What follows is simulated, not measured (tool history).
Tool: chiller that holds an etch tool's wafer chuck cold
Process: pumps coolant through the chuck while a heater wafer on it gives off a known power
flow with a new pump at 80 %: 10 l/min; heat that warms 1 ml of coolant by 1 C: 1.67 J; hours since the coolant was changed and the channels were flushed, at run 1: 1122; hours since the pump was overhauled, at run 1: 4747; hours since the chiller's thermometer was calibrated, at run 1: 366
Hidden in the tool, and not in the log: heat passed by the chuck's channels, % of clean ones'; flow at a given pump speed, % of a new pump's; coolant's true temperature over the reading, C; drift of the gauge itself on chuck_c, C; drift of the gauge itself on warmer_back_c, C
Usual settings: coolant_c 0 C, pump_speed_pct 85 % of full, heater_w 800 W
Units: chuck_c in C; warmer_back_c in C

run    hour  coolant_c  pump_speed_pct  heater_w  hours since the coolant was changed and the channels were flushed  hours since the pump was overhauled  hours since the chiller's thermometer was calibrated  chuck_c  warmer_back_c
  1       0          0              85       800                                                               1122                                 4747                                                   366      6.9           3.07
  2     140          0              85       800                                                               1262                                 4887                                                   506      6.9           3.03
  3   323.1         -7              85       800                                                               1445                                 5071                                                   689        0           3.04
  4   490.3          0              83       800                                                               1612                                 5238                                                   857      7.3           3.12
  5   634.3          0              83       800                                                               1756                                 5382                                                  1001      7.1           3.18
  6   819.8          0              64       800                                                               1942                                 5567                                                  1186      8.4           4.12
  7   929.4          0              64       800                                                               2051                                 5677                                                  1296      8.3            4.1
  8  1096.1          0              85       800                                                               2218                                 5844                                                  1462      7.4           3.08
  9  1212.5          0              85       800                                                               2334                                 5960                                                  1579      7.4           3.17
 10  1382.7          0              85       800                                                               2504                                 6130                                                  1749      7.5           3.19
 11  1554.3          4              85       800                                                               2676                                 6302                                                  1921     11.4           3.11
 12  1734.9          0              85       798                                                               2857                                 6482                                                  2101      7.5           3.12
 13  1924.3          0              85       798                                                               3046                                 6672                                                  2291      7.8           3.22
 14  2039.6          0              66       800                                                               3161                                 6787                                                  2406      8.8           4.08
 15  2218.2          0              77       800                                                               3340                                 6966                                                  2584      8.2            3.6
 16  2394.1          0              85       800                                                               3516                                 7142                                                  2760      7.9           3.24
 17  2541.3          9              85       800                                                               3663                                 7289                                                  2908       17           3.24
 18  2706.9          9              85       800                                                               3829                                 7454                                                  3073     16.9           3.26
 19  2823.1          9              63      1121                                                               3945                                 7571                                                  3189     22.1           6.13
     2923.6  -- chiller's thermometer calibrated
 20  2934.3          5              77       766                                                               4055                                 7681                                                    11     12.9           3.43
 21  3013.1          0              76       566                                                               4134                                 7760                                                    90      5.6           2.61
 22  3156.9          0              83       708                                                               4278                                 7903                                                   233      7.1           3.01
 23  3304.5          5              85       800                                                               4425                                 8051                                                   381     12.9           3.35
 24  3452.2          5              85       800                                                               4573                                 8199                                                   529       13           3.32
 25  3601.3          5              94       546                                                               4722                                 8348                                                   678     10.3           2.05
 26  3782.2          9              64       910                                                               4903                                 8529                                                   859     19.8           5.06
 27  3892.2          0              80       800                                                               5013                                 8639                                                   969      8.4           3.62
 28  3990.5          5              64       498                                                               5111                                 8737                                                  1067     10.9           2.75
 29  4107.2          5              86       864                                                               5228                                 8854                                                  1184     13.9           3.67
     4220.9  -- coolant pump overhauled
 30  4302.9          5              86       864                                                               5419                                   82                                                  1374       13           2.89
 31  4455.1          8              86      1137                                                               5571                                  234                                                  1527     18.7           3.88
 32  4534.8          8              86      1137                                                               5651                                  314                                                  1606     18.7           3.83

Hidden state or all else? Some run-to-run changes of chuck_c, split into what the settings, what came in and random variation would give without the hidden state, and what is left for the hidden state (with any gauge scatter that isn't in both results):
Run 18 -> 19: pump_speed_pct 85 -> 63, heater_w 800 -> 1121. chuck_c +5.2 C: hidden state +1, all else +4.2.
Run 19 -> 20: coolant_c 9 -> 5, pump_speed_pct 63 -> 77, heater_w 1121 -> 766, chiller's thermometer calibrated. chuck_c -9.2 C: hidden state -1.3, all else -7.9.
Run 25 -> 26: coolant_c 5 -> 9, pump_speed_pct 94 -> 64, heater_w 546 -> 910. chuck_c +9.5 C: hidden state +1.3, all else +8.2.
Run 26 -> 27: coolant_c 9 -> 0, pump_speed_pct 64 -> 80, heater_w 910 -> 800. chuck_c -11.4 C: hidden state -0.5, all else -10.9.
